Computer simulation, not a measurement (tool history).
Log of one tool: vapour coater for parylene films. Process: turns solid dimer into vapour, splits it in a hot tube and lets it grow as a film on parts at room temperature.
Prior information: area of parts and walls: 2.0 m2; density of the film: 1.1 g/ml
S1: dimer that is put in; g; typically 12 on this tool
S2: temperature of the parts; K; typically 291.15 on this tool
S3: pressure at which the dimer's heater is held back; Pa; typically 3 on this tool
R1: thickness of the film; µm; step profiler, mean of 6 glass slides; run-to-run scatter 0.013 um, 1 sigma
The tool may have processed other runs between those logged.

run,hour,S1,S2,S3,R1
1,0,12,291.15,3,2.94
2,18,12,291.15,3,2.93
3,55,12,291.15,3,2.95
4,81.7,12,291.15,3,2.94
5,103.6,12,291.15,3,2.96
6,130,12,291.15,10.38,2.55
7,153,12,291.15,10.38,2.54
8,183.9,12,291.15,10.38,2.57
9,201.1,12,291.15,10.38,2.56
10,236.1,12,291.15,10.38,2.57
11,259.6,12,291.15,10.38,2.56
12,288,12,291.15,10.38,2.56
# hour 315.6: trap's valve overhauled
13,321.8,14,291.15,3,3.5

Forecast run 14:
14,355.5,18,291.15,3.34,?

R1: 4.44 µm
Minus the tool's unlogged condition, the same run would have read R1 4.36 µm.

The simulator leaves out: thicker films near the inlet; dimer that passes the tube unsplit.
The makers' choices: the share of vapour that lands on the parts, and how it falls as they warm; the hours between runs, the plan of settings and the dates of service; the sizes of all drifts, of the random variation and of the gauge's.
